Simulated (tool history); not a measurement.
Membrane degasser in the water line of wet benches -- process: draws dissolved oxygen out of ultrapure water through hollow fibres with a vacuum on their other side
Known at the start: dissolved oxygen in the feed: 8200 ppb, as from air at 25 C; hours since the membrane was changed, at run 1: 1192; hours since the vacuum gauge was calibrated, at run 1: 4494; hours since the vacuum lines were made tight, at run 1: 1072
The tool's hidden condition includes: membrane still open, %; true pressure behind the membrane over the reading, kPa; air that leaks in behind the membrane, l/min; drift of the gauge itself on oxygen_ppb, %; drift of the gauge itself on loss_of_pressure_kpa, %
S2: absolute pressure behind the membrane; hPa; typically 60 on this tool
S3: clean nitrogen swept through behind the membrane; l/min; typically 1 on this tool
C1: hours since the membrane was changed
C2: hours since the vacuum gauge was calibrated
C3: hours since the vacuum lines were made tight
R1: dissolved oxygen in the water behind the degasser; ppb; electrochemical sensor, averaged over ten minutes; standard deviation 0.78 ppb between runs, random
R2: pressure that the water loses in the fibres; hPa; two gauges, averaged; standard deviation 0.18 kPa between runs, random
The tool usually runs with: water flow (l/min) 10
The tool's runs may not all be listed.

run 1 hour=0 | water_flow_(l/min)=10 S2=60 S3=1 | C1=1192 C2=4494 C3=1072 | R1=78.9 R2=356.6
run 2 hour=71.8 | water_flow_(l/min)=10 S2=60 S3=1 | C1=1264 C2=4566 C3=1144 | R1=77.4 R2=350.3
run 3 hour=120.4 | water_flow_(l/min)=11 S2=60 S3=1 | C1=1312 C2=4615 C3=1192 | R1=88 R2=385.9
run 4 hour=195.3 | water_flow_(l/min)=11 S2=60 S3=1 | C1=1387 C2=4690 C3=1267 | R1=87.6 R2=390.1
run 5 hour=237.1 | water_flow_(l/min)=10 S2=60 S3=0.84 | C1=1429 C2=4732 C3=1309 | R1=92.2 R2=351.1
run 6 hour=297.5 | water_flow_(l/min)=10 S2=60 S3=0.84 | C1=1490 C2=4792 C3=1369 | R1=91.8 R2=352.1
run 7 hour=349 | water_flow_(l/min)=10 S2=60 S3=0.84 | C1=1541 C2=4843 C3=1421 | R1=91.9 R2=357.3
run 8 hour=430.4 | water_flow_(l/min)=10 S2=60 S3=0.84 | C1=1623 C2=4925 C3=1502 | R1=90.1 R2=353.4
run 9 hour=523.1 | water_flow_(l/min)=10 S2=60 S3=0.84 | C1=1715 C2=5018 C3=1595 | R1=90.8 R2=350.9
run 10 hour=608.2 | water_flow_(l/min)=10 S2=60 S3=0.84 | C1=1800 C2=5103 C3=1680 | R1=93 R2=359.3
run 11 hour=654.8 | water_flow_(l/min)=7 S2=127.5 S3=0.98 | C1=1847 C2=5149 C3=1727 | R1=175.1 R2=248.8
run 12 hour=722.8 | water_flow_(l/min)=7 S2=67.9 S3=0.56 | C1=1915 C2=5217 C3=1795 | R1=115.6 R2=247.3
run 13 hour=800.1 | water_flow_(l/min)=7 S2=67.9 S3=0.56 | C1=1992 C2=5295 C3=1872 | R1=114.8 R2=251.3
run 14 hour=849.5 | water_flow_(l/min)=7 S2=67.9 S3=0.56 | C1=2042 C2=5344 C3=1921 | R1=114.5 R2=251.3
run 15 hour=888.2 | water_flow_(l/min)=10 S2=73.3 S3=0.54 | C1=2080 C2=5383 C3=1960 | R1=183.7 R2=354.2
run 16 hour=926.3 | water_flow_(l/min)=10 S2=73.3 S3=0.54 | C1=2118 C2=5421 C3=1998 | R1=187 R2=357.1
run 17 hour=987.6 | water_flow_(l/min)=10 S2=73.3 S3=0.54 | C1=2180 C2=5482 C3=2059 | R1=188.2 R2=357.7
run 18 hour=1054.1 | water_flow_(l/min)=8 S2=100.2 S3=0.54 | C1=2246 C2=5549 C3=2126 | R1=238.5 R2=285.3
run 19 hour=1093.6 | water_flow_(l/min)=8 S2=60 S3=1.01 | C1=2286 C2=5588 C3=2165 | R1=62.3 R2=282.6
run 20 hour=1138.5 | water_flow_(l/min)=8 S2=60 S3=1.01 | C1=2331 C2=5633 C3=2210 | R1=63.9 R2=284.6

Measured minus without-hidden-state, run by run (identical run-to-run variation in each term; gauge scatter may differ):
run=1 R1=+5.9 R2=+4
run=2 R1=+5.9 R2=+4.1
run=3 R1=+6.8 R2=+4.8
run=4 R1=+6.9 R2=+5.1
run=5 R1=+7.4 R2=+4.8
run=6 R1=+7.5 R2=+4.9
run=7 R1=+7.5 R2=+5.2
run=8 R1=+7.6 R2=+5.5
run=9 R1=+7.9 R2=+5.7
run=10 R1=+8.3 R2=+6.1
run=11 R1=+8.3 R2=+4.3
run=12 R1=+9.2 R2=+4.5
run=13 R1=+9.3 R2=+4.7
run=14 R1=+9.5 R2=+4.9
run=15 R1=+12.4 R2=+7
run=16 R1=+12.7 R2=+7.1
run=17 R1=+13 R2=+7.4
run=18 R1=+12.9 R2=+6.1
run=19 R1=+6.6 R2=+6.2
run=20 R1=+6.8 R2=+6.3
